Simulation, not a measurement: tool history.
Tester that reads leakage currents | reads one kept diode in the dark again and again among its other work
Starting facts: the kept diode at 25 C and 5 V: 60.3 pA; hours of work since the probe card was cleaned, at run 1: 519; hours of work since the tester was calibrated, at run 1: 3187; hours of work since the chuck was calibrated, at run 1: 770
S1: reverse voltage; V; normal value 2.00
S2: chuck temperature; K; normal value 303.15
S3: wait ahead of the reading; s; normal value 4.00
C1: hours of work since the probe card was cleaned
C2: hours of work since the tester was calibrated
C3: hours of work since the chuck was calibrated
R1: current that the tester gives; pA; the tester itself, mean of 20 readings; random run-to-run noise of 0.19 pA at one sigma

{"run": 1, "hour": 0.0, "S1": 2.0, "S2": 303.15, "S3": 4.0, "C1": 519, "C2": 3187, "C3": 770, "R1": 53.67}
{"run": 2, "hour": 160.7, "S1": 2.0, "S2": 303.15, "S3": 4.0, "C1": 604, "C2": 3271, "C3": 855, "R1": 53.57}
{"run": 3, "hour": 388.1, "S1": 2.0, "S2": 303.15, "S3": 4.0, "C1": 724, "C2": 3392, "C3": 975, "R1": 52.91}
{"run": 4, "hour": 575.8, "S1": 2.0, "S2": 303.15, "S3": 4.0, "C1": 824, "C2": 3491, "C3": 1075, "R1": 52.49}
{"run": 5, "hour": 804.8, "S1": 2.0, "S2": 303.15, "S3": 4.0, "C1": 945, "C2": 3612, "C3": 1196, "R1": 52.14}
{"hour": 869.8, "done": "chuck's temperature calibrated"}
{"run": 6, "hour": 1018.5, "S1": 2.0, "S2": 303.15, "S3": 4.0, "C1": 1057, "C2": 3724, "C3": 79, "R1": 61.18}
{"run": 7, "hour": 1200.7, "S1": 1.02, "S2": 303.15, "S3": 4.0, "C1": 1153, "C2": 3820, "C3": 175, "R1": 44.31}
{"run": 8, "hour": 1318.4, "S1": 1.54, "S2": 304.15, "S3": 4.0, "C1": 1215, "C2": 3883, "C3": 237, "R1": 58.17}
{"run": 9, "hour": 1432.3, "S1": 2.0, "S2": 303.15, "S3": 2.47, "C1": 1275, "C2": 3943, "C3": 297, "R1": 60.2}
{"hour": 1476.5, "done": "tester calibrated"}
{"run": 10, "hour": 1603.8, "S1": 2.0, "S2": 303.15, "S3": 2.47, "C1": 1365, "C2": 67, "C3": 387, "R1": 61.59}
{"run": 11, "hour": 1826.5, "S1": 8.27, "S2": 303.15, "S3": 0.67, "C1": 1483, "C2": 185, "C3": 505, "R1": 124.84}
{"run": 12, "hour": 2005.8, "S1": 8.27, "S2": 330.15, "S3": 0.64, "C1": 1578, "C2": 280, "C3": 600, "R1": 872.68}
{"run": 13, "hour": 2243.1, "S1": 2.0, "S2": 303.15, "S3": 2.44, "C1": 1703, "C2": 405, "C3": 725, "R1": 59.68}
{"run": 14, "hour": 2388.4, "S1": 2.0, "S2": 303.15, "S3": 2.44, "C1": 1780, "C2": 482, "C3": 802, "R1": 59.6}

4 ways to go on from here, each from the tool as it stands after run 14. What would each give?
{"run": "A", "hour": 2581.1, "S1": 5.26, "S2": 314.15, "S3": 4.29, "C1": 1882, "C2": 584, "C3": 904, "R1": "?"}
{"run": "B", "hour": 2581.1, "S1": 2.0, "S2": 313.15, "S3": 5.24, "C1": 1882, "C2": 584, "C3": 904, "R1": "?"}
{"run": "C", "hour": 2581.1, "S1": 3.24, "S2": 303.15, "S3": 1.11, "C1": 1882, "C2": 584, "C3": 904, "R1": "?"}
{"run": "D", "hour": 2581.1, "S1": 2.0, "S2": 304.15, "S3": 4.0, "C1": 1882, "C2": 584, "C3": 904, "R1": "?"}

run=A R1=216.12
run=B R1=126.99
run=C R1=75.22
run=D R1=63.80
Without the tool's hidden state the same runs would have given:
run=A R1=227.96
run=B R1=136.84
run=C R1=76.26
run=D R1=66.60

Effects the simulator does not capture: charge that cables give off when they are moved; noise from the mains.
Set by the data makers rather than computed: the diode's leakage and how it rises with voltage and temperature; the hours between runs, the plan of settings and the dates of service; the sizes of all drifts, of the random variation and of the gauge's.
